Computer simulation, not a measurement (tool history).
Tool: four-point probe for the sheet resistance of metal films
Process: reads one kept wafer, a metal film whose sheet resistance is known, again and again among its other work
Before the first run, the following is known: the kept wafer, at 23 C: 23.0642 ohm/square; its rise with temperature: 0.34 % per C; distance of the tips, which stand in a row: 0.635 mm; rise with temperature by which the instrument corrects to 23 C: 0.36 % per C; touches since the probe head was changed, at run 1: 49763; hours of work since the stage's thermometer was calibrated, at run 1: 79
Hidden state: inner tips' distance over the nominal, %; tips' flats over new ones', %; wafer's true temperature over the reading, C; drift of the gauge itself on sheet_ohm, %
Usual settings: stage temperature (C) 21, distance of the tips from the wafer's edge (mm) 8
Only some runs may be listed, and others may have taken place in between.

| run | hour | stage temperature (C) | distance of the tips from the wafer's edge (mm) | touches since the probe head was changed | hours of work since the stage's thermometer was calibrated | sheet resistance as the instrument gives it (ohm/square) |
|---|---|---|---|---|---|---|
| 1 | 0 | 21 | 8 | 49763 | 79 | 23.377701 |
| 2 | 48.3 | 21 | 11 | 51386 | 104 | 23.353973 |
| 3 | 93 | 21 | 11 | 52891 | 128 | 23.350448 |
| 4 | 136.9 | 21 | 11 | 54369 | 151 | 23.369247 |
| 5 | 201.5 | 21 | 11 | 56539 | 184 | 23.376532 |
| 6 | 240.6 | 21 | 11 | 57856 | 205 | 23.386837 |
| 7 | 277.8 | 21 | 8 | 59106 | 224 | 23.421406 |
| 8 | 307 | 21 | 8 | 60089 | 240 | 23.434482 |
| 9 | 343.6 | 21 | 8 | 61321 | 259 | 23.432639 |
| 10 | 394.3 | 21 | 8 | 63026 | 285 | 23.44597 |
|  | 408.5 | new probe head fitted |
| 11 | 453.9 | 20 | 14 | 1526 | 316 | 23.101627 |
| 12 | 505.9 | 20 | 14 | 3275 | 343 | 23.099527 |
| 13 | 569.4 | 20 | 14 | 5410 | 376 | 23.113305 |
| 14 | 607.4 | 20 | 5 | 6689 | 396 | 23.288687 |
| 15 | 655.6 | 29 | 42 | 8311 | 421 | 23.064363 |
| 16 | 696.3 | 29 | 42 | 9680 | 442 | 23.082828 |
| 17 | 756.8 | 32 | 8 | 11715 | 474 | 23.148493 |
| 18 | 793.9 | 32 | 8 | 12963 | 493 | 23.153773 |
| 19 | 847.1 | 20 | 3 | 14753 | 521 | 23.686548 |
| 20 | 888.3 | 22 | 14 | 16136 | 543 | 23.152384 |

Alternative continuations, all from the tool just after run 20; predict every row:
| A | 930.3 | 24 | 14 | 17549 | 565 | ? |
| B | 930.3 | 26 | 14 | 17549 | 565 | ? |
| C | 930.3 | 24 | 14 | 17549 | 565 | ? |
| D | 930.3 | 29 | 3 | 17549 | 565 | ? |

| run | sheet resistance as the instrument gives it (ohm/square) |
|---|---|
| A | 23.155529 |
| B | 23.151221 |
| C | 23.162437 |
| D | 23.667453 |
Take away the tool's hidden state, keep each run's random variation, and the runs would have read:
| run | sheet resistance as the instrument gives it (ohm/square) |
|---|---|
| A | 23.080045 |
| B | 23.07585 |
| C | 23.086931 |
| D | 23.590661 |
